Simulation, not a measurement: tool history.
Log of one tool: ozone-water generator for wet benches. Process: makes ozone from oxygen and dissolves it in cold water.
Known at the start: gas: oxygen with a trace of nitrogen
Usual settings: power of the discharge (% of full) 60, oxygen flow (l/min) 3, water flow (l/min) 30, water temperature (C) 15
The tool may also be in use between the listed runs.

run	hour	power of the discharge (% of full)	oxygen flow (l/min)	water flow (l/min)	water temperature (C)	dissolved ozone (ppm)	ozone in the gas ahead of the water (g/m3)
1	0	60	3	30	15	13.2	224.7
2	37.2	60	3	30	20	12.7	223.4
3	62.8	60	3	30	15	13	222.3
4	92.4	60	3	30	15	13.2	224.3
5	119.9	60	2.62	30	15	12.7	242
6	144	60	3	30	15	13	223.2
# hour 147.7: water thermometer calibrated
7	169.5	44	3	31	15	9.5	169
8	200.4	44	3	31	15	9.6	168.8
9	226.9	44	3	31	15	9.7	168.9
# hour 236.4: water thermometer calibrated, once more
10	248.7	44	3	31	15	9.7	170.6
11	270.6	60	1.55	36	15	8.6	317.1
12	310.4	69	2.62	21	12	20.9	267.4

Forecast each of these 3 alternatives for the next run:
A	348.1	69	2.62	25	12	?	?
B	348.1	45	2.29	30	15	?	?
C	348.1	57	2.62	21	11	?	?

run	dissolved ozone (ppm)	ozone in the gas ahead of the water (g/m3)
A	17.5	269.7
B	9.6	201.3
C	17.8	228.7
Without the tool's hidden state the same runs would have given:
run	dissolved ozone (ppm)	ozone in the gas ahead of the water (g/m3)
A	19.3	281.2
B	10.4	206.6
C	19.3	236.7

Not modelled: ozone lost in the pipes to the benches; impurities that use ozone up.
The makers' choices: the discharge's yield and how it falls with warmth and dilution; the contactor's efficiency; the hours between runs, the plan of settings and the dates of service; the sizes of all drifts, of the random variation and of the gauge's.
